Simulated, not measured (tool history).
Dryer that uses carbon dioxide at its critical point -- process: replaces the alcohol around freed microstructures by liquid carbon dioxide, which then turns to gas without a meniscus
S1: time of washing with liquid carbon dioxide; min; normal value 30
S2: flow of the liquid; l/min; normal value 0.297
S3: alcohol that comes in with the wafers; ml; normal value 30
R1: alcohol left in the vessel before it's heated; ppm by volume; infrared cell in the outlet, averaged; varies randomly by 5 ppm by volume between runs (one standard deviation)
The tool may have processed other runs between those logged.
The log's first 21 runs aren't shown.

run,hour,S1,S2,S3,R1
# hour 607.1: inlet filter changed
22,614.1,47,0.249,55,136
23,638.4,47,0.249,76,127
# hour 670.9: purifier's bed changed
24,674.0,43,0.179,30,32
25,703.7,43,0.179,30,40
26,722.1,43,0.183,42,56
27,761.6,43,0.183,42,55
28,804.7,33,0.187,25,120
29,843.3,21,0.297,47,174
30,882.8,30,0.413,21,47
31,918.7,47,0.440,50,58

3 ways to go on from here, each from the tool as it stands after run 31. What would each give?
A,940.4,23,0.440,80,?
B,940.4,23,0.253,52,?
C,940.4,47,0.341,101,?

run,R1
A,66
B,306
C,64
Had the tool no hidden state, the same runs would have come out as:
run,R1
A,9
B,193
C,7

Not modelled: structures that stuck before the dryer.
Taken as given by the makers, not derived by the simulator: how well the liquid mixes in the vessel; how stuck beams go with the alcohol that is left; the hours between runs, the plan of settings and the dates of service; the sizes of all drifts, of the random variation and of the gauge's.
